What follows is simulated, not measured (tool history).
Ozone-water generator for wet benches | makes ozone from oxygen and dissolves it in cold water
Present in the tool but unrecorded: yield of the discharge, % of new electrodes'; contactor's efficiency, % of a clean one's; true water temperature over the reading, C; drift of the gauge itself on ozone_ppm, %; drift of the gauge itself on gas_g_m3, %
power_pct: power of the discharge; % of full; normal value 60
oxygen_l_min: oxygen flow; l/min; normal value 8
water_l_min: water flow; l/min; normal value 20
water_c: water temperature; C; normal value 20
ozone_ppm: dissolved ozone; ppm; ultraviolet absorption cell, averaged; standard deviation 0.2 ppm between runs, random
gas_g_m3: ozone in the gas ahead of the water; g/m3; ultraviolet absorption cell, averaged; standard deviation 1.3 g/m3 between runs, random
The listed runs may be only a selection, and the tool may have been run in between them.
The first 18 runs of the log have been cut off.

run	hour	power_pct	oxygen_l_min	water_l_min	water_c	hours of work since the electrodes were changed	hours of work since the contactor was cleaned	hours of work since the thermometer was calibrated	ozone_ppm	gas_g_m3
19	625	93	9.42	16	21	801	642	3083	42.6	306.8
20	668.3	93	9.42	16	21	844	685	3126	42	306.7
21	702.6	60	7.06	20	23	878	719	3160	25.9	255.9
22	721.6	60	5.19	19	13	896	738	3179	33.1	307.6
23	743.7	60	5.19	19	13	918	759	3201	33.2	310.6
24	762.3	60	7.95	12	19	937	778	3219	38.8	236.9
25	802.1	87	4.64	28	17	976	817	3258	29	450.1
26	834.6	87	4.64	28	17	1008	849	3291	29.1	446.8
27	865.5	87	4.64	28	17	1039	880	3321	29	447.9
28	889.6	89	6.24	14	14	1063	904	3345	55.9	378.2
29	927.5	89	6.24	14	14	1100	941	3383	56.2	377.9
30	950.4	73	7.4	13	16	1123	964	3405	45.7	287.9
31	982.8	60	4.48	19	14	1155	996	3437	31.9	333
32	1027.7	60	9.1	20	20	1199	1041	3482	25.9	215.3

Predict each of these 5 candidate next runs independently; none follows another, all start after run 32:
A	1063.8	60	4.71	20	12	1235	1076	3518	?	?
B	1063.8	49	7	20	13	1235	1076	3518	?	?
C	1063.8	58	8	20	28	1235	1076	3518	?	?
D	1063.8	44	8	19	17	1235	1076	3518	?	?
E	1063.8	84	12.01	15	20	1235	1076	3518	?	?

run	ozone_ppm	gas_g_m3
A	31.7	321.4
B	25.8	214.6
C	21.9	226
D	22.4	182.4
E	37.8	238.1
Without the tool's unlogged condition, the same runs would have read:
run	ozone_ppm	gas_g_m3
A	33.5	331.2
B	27.2	219.9
C	23.3	232.7
D	23.6	186.3
E	40.5	247.8

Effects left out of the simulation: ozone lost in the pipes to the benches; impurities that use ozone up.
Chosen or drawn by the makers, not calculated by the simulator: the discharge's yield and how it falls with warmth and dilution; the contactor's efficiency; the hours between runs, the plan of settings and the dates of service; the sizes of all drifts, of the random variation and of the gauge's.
